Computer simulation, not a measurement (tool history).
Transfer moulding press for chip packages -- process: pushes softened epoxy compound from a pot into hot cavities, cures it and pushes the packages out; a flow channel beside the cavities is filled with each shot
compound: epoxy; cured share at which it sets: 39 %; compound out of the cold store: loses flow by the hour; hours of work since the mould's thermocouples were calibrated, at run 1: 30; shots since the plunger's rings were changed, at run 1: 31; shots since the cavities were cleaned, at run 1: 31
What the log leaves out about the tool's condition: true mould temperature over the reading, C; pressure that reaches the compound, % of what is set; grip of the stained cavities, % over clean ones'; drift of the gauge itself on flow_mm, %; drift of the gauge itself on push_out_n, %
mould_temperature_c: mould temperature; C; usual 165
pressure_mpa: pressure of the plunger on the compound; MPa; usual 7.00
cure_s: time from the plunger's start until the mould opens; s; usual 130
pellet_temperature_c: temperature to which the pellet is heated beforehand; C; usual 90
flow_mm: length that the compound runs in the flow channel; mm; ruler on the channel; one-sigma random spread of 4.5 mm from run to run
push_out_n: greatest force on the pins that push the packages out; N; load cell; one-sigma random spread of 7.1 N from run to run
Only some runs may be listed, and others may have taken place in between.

| run | hour | mould_temperature_c | pressure_mpa | cure_s | pellet_temperature_c | hours of work since the mould's thermocouples were calibrated | shots since the plunger's rings were changed | shots since the cavities were cleaned | incoming compound's hours out of the cold store | flow_mm | push_out_n |
|---|---|---|---|---|---|---|---|---|---|---|---|
| 1 | 0.0 | 165 | 7.00 | 130 | 90 | 30 | 31 | 31 | 18.6 | 757 | 296 |
| 2 | 9.3 | 165 | 7.00 | 130 | 90 | 36 | 124 | 124 | 41.3 | 720 | 299 |
| 3 | 19.1 | 165 | 5.77 | 130 | 90 | 43 | 222 | 222 | 35.1 | 669 | 293 |
| 4 | 28.6 | 165 | 5.77 | 130 | 90 | 49 | 318 | 318 | 42.9 | 654 | 289 |
| 5 | 46.0 | 165 | 5.77 | 130 | 90 | 61 | 492 | 492 | 29.2 | 679 | 301 |
|  | 59.2 | cavities cleaned with cleaning compound and waxed |
| 6 | 63.2 | 165 | 7.00 | 130 | 90 | 72 | 649 | 40 | 12.1 | 776 | 296 |
| 7 | 73.4 | 165 | 7.00 | 130 | 96 | 79 | 752 | 143 | 41.5 | 719 | 280 |
| 8 | 92.8 | 165 | 7.00 | 130 | 90 | 92 | 946 | 337 | 37.1 | 718 | 287 |
| 9 | 103.4 | 165 | 7.00 | 130 | 90 | 99 | 1052 | 443 | 25.1 | 751 | 299 |
|  | 122.0 | cavities cleaned with cleaning compound and waxed |
| 10 | 122.6 | 165 | 7.00 | 130 | 90 | 111 | 1229 | 6 | 44.6 | 721 | 292 |
| 11 | 133.1 | 165 | 6.22 | 130 | 90 | 118 | 1335 | 112 | 18.0 | 711 | 290 |
| 12 | 149.5 | 165 | 7.18 | 130 | 90 | 129 | 1499 | 276 | 40.4 | 728 | 289 |
| 13 | 166.7 | 170 | 6.73 | 114 | 94 | 141 | 1672 | 449 | 18.4 | 742 | 280 |
|  | 184.0 | cavities cleaned with cleaning compound and waxed |
| 14 | 186.5 | 166 | 5.86 | 152 | 80 | 153 | 1855 | 25 | 46.5 | 663 | 235 |
| 15 | 196.0 | 165 | 8.50 | 167 | 90 | 159 | 1950 | 120 | 47.0 | 790 | 240 |
| 16 | 213.8 | 162 | 6.56 | 155 | 94 | 171 | 2128 | 298 | 21.7 | 743 | 270 |
| 17 | 225.7 | 162 | 6.56 | 155 | 94 | 179 | 2248 | 418 | 33.6 | 715 | 262 |
| 18 | 243.0 | 162 | 6.56 | 155 | 94 | 191 | 2421 | 591 | 31.2 | 724 | 256 |
|  | 245.5 | cavities cleaned with cleaning compound and waxed |
| 19 | 258.9 | 162 | 7.34 | 155 | 94 | 201 | 2565 | 134 | 26.5 | 782 | 255 |
| 20 | 276.1 | 165 | 7.00 | 126 | 90 | 212 | 2737 | 306 | 16.3 | 765 | 314 |
| 21 | 291.9 | 165 | 7.00 | 130 | 99 | 223 | 2897 | 466 | 45.8 | 706 | 282 |
|  | 308.4 | cavities cleaned with cleaning compound and waxed |
| 22 | 312.5 | 160 | 7.00 | 130 | 99 | 236 | 3088 | 42 | 46.4 | 717 | 386 |

What if the next run were any one of these 5? Each begins from the tool's condition after run 22:
| A | 329.7 | 165 | 5.87 | 130 | 90 | 248 | 3260 | 214 | 12.2 | ? | ? |
| B | 329.7 | 171 | 7.00 | 130 | 90 | 248 | 3260 | 214 | 45.5 | ? | ? |
| C | 329.7 | 160 | 7.00 | 152 | 90 | 248 | 3260 | 214 | 39.4 | ? | ? |
| D | 329.7 | 163 | 7.00 | 130 | 90 | 248 | 3260 | 214 | 21.3 | ? | ? |
| E | 329.7 | 165 | 7.00 | 127 | 83 | 248 | 3260 | 214 | 11.4 | ? | ? |

| run | flow_mm | push_out_n |
|---|---|---|
| A | 713 | 290 |
| B | 691 | 236 |
| C | 738 | 287 |
| D | 761 | 333 |
| E | 771 | 320 |
Take away the tool's hidden state, keep each run's random variation, and the runs would have read:
| run | flow_mm | push_out_n |
|---|---|---|
| A | 714 | 288 |
| B | 692 | 235 |
| C | 739 | 285 |
| D | 762 | 330 |
| E | 773 | 318 |
